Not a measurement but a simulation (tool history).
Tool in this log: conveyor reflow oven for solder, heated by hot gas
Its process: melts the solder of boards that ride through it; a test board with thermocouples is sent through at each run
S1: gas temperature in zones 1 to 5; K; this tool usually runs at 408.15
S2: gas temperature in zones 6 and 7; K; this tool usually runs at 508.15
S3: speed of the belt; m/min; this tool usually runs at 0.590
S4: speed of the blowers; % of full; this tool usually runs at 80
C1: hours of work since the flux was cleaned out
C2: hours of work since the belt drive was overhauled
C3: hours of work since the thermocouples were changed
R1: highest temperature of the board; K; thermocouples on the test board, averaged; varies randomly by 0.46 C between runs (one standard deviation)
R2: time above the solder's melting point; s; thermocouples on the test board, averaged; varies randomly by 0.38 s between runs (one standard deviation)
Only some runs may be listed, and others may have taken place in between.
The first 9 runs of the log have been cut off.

Run 10, hour 493.1: usual settings; C1 153; C2 671; C3 807. Result: R1 491.25 K, R2 46.7 s.
Run 11, hour 535.1: usual settings; C1 171; C2 689; C3 825. Result: R1 491.35 K, R2 46.6 s.
At hour 582.6: thermocouples of zones 6 and 7 changed.
Run 12, hour 608.4: usual settings; C1 201; C2 719; C3 11. Result: R1 493.05 K, R2 46.7 s.
Run 13, hour 679.5: usual settings; C1 231; C2 749; C3 41. Result: R1 492.25 K, R2 47.7 s.
Run 14, hour 739.4: usual settings; C1 256; C2 774; C3 66. Result: R1 491.95 K, R2 46.9 s.
Run 15, hour 822.5: usual settings; C1 291; C2 809; C3 101. Result: R1 492.05 K, R2 46.2 s.
Run 16, hour 862.8: usual settings but S1 421.15 K, S2 501.15 K, S4 58 % of full; C1 308; C2 826; C3 118. Result: R1 485.25 K, R2 45.2 s.
Run 17, hour 932.3: usual settings but S2 501.15 K, S4 66 % of full; C1 337; C2 855; C3 147. Result: R1 483.15 K, R2 40.1 s.
Run 18, hour 994.1: usual settings but S2 501.15 K, S4 66 % of full; C1 363; C2 881; C3 173. Result: R1 483.25 K, R2 40.3 s.
Run 19, hour 1055.1: usual settings but S2 501.15 K, S4 69 % of full; C1 389; C2 907; C3 199. Result: R1 483.75 K, R2 41.3 s.
Run 20, hour 1109.0: usual settings but S2 501.15 K, S4 69 % of full; C1 412; C2 930; C3 222. Result: R1 483.35 K, R2 40.3 s.
Run 21, hour 1178.4: usual settings but S1 421.15 K, S2 506.15 K, S4 69 % of full; C1 441; C2 959; C3 251. Result: R1 489.35 K, R2 49.1 s.
At hour 1200.3: belt drive overhauled, speed set with a stopwatch.
Run 22, hour 1237.4: usual settings but S1 405.15 K, S2 507.15 K, S4 86 % of full; C1 464; C2 16; C3 274. Result: R1 490.15 K, R2 43.7 s.
At hour 1291.0: flux residue cleaned out of gas plates and filters.
Run 23, hour 1291.0: usual settings but S1 405.15 K, S2 507.15 K, S4 86 % of full; C1 0; C2 36; C3 295. Result: R1 492.85 K, R2 46.3 s.
Run 24, hour 1366.6: usual settings but S1 411.15 K, S2 507.15 K, S3 0.535 m/min, S4 86 % of full; C1 32; C2 68; C3 326. Result: R1 495.85 K, R2 55.4 s.
Run 25, hour 1411.6: usual settings but S1 414.15 K, S2 499.15 K; C1 51; C2 87; C3 345. Result: R1 485.75 K, R2 44.8 s.
Run 26, hour 1491.7: usual settings but S1 411.15 K, S2 520.15 K, S4 79 % of full; C1 85; C2 121; C3 379. Result: R1 503.15 K, R2 53.2 s.
Run 27, hour 1561.0: usual settings but S1 401.15 K, S3 0.513 m/min, S4 69 % of full; C1 114; C2 150; C3 408. Result: R1 494.15 K, R2 52.8 s.
Run 28, hour 1611.4: usual settings but S2 498.15 K, S3 0.506 m/min, S4 67 % of full; C1 135; C2 171; C3 430. Result: R1 484.95 K, R2 50.3 s.
Run 29, hour 1687.3: usual settings but S1 405.15 K, S2 498.15 K, S3 0.574 m/min, S4 87 % of full; C1 167; C2 203; C3 461. Result: R1 484.45 K, R2 42.8 s.
Run 30, hour 1766.1: usual settings but S1 405.15 K, S2 498.15 K, S3 0.574 m/min, S4 87 % of full; C1 200; C2 236; C3 495. Result: R1 484.35 K, R2 42.0 s.

5 options for the next run, each taken on its own from the tool as it stands now. Forecast them:
Run A, hour 1835.4: usual settings but S1 405.15 K, S2 498.15 K, S3 0.574 m/min, S4 50 % of full; C1 229; C2 265; C3 524. Result: R1 ?, R2 ?.
Run B, hour 1835.4: usual settings but S3 0.632 m/min; C1 229; C2 265; C3 524. Result: R1 ?, R2 ?.
Run C, hour 1835.4: usual settings but S4 78 % of full; C1 229; C2 265; C3 524. Result: R1 ?, R2 ?.
Run D, hour 1835.4: usual settings but S1 411.15 K, S2 498.15 K, S3 0.574 m/min, S4 87 % of full; C1 229; C2 265; C3 524. Result: R1 ?, R2 ?.
Run E, hour 1835.4: usual settings but S1 405.15 K, S2 498.15 K, S3 0.513 m/min, S4 87 % of full; C1 229; C2 265; C3 524. Result: R1 ?, R2 ?.

run      R1    R2
  A  475.45  33.9
  B  489.35  41.9
  C  490.55  45.2
  D  484.45  44.9
  E  486.35  50.5
Stripped of hidden state, with their random variation kept, the same runs would have yielded:
run      R1    R2
  A  478.05  36.5
  B  492.45  43.7
  C  493.55  46.9
  D  487.35  47.0
  E  489.15  52.6
